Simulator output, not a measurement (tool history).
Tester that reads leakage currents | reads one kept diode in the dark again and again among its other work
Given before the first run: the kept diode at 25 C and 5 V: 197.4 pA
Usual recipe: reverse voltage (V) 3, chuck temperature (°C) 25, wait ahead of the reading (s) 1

run	day	reverse voltage (V)	chuck temperature (°C)	wait ahead of the reading (s)	current that the tester gives (pA)
1	0	3	25	1	180.65
2	3.262	3	25	1	181.97
3	8.338	3	25	1	182.83
4	12.779	3	25	1	183.61
5	16.108	3	25	1	185.93
6	20.258	3	25	1	185.77
7	24.275	3	25	1	186.79
8	28.342	3	25	1	189.28
9	31.421	3	25	1	189.81
10	36.446	3	25	1	190.38
11	39.971	3	25	1	191.66
# day 40.496: probe card cleaned and baked
# day 42.775: chuck's temperature calibrated
12	43.683	3	25	1	161.54
13	48.775	3	25	0.31	163.8
14	52.333	16.63	25	0.31	367.32
15	57.288	16.63	25	0.31	369.38
16	60.188	3	25	1	164.9
17	65.892	3	25	1	166.89
# day 69.354: probe card cleaned and baked, once more
18	71.058	3	25	1	166.37
19	74.758	3	25	4.66	166.06
20	77.533	3	25	4.66	167.81
21	82.629	2.06	41	0.51	570.11
22	88.242	2.06	41	0.51	577.69
23	93.933	1.36	49	1	920.62
24	99.221	3.89	41	0.8	771.99
25	103.475	3.89	41	0.8	776.15
26	107.729	3.89	41	0.8	781.54
27	111.242	3.89	25	1.22	198.92
28	115.158	4.07	58	9.95	3002.68
29	120.125	17.6	46	0.43	2326.64
30	123.679	17.6	46	0.43	2336.29
31	126.442	17.6	46	0.43	2347.17
32	130.992	3	25	7.48	182.64
33	133.629	9.73	58	7.48	4518.05
34	139.342	9.73	58	7.48	4536.93
35	143.95	1.61	48	2.3	968.86
36	148.721	13.64	25	9.84	363.13
37	151.275	13.64	25	9.84	365.56
38	154.721	5.92	42	1	1086.54
39	160.204	2.34	42	9.57	721.87

Each row is a separate what-if for the run after 39, all from the same tool condition, not one after another. Results?
A	165.217	2.34	42	4.23	?
B	165.217	18.35	42	3.66	?
C	165.217	1.9	25	2.5	?

run	current that the tester gives (pA)
A	733.3
B	1803.34
C	156.88
With the hidden condition removed and each run's random variation left untouched, the same runs would have given:
run	current that the tester gives (pA)
A	617.45
B	1515.86
C	129.52
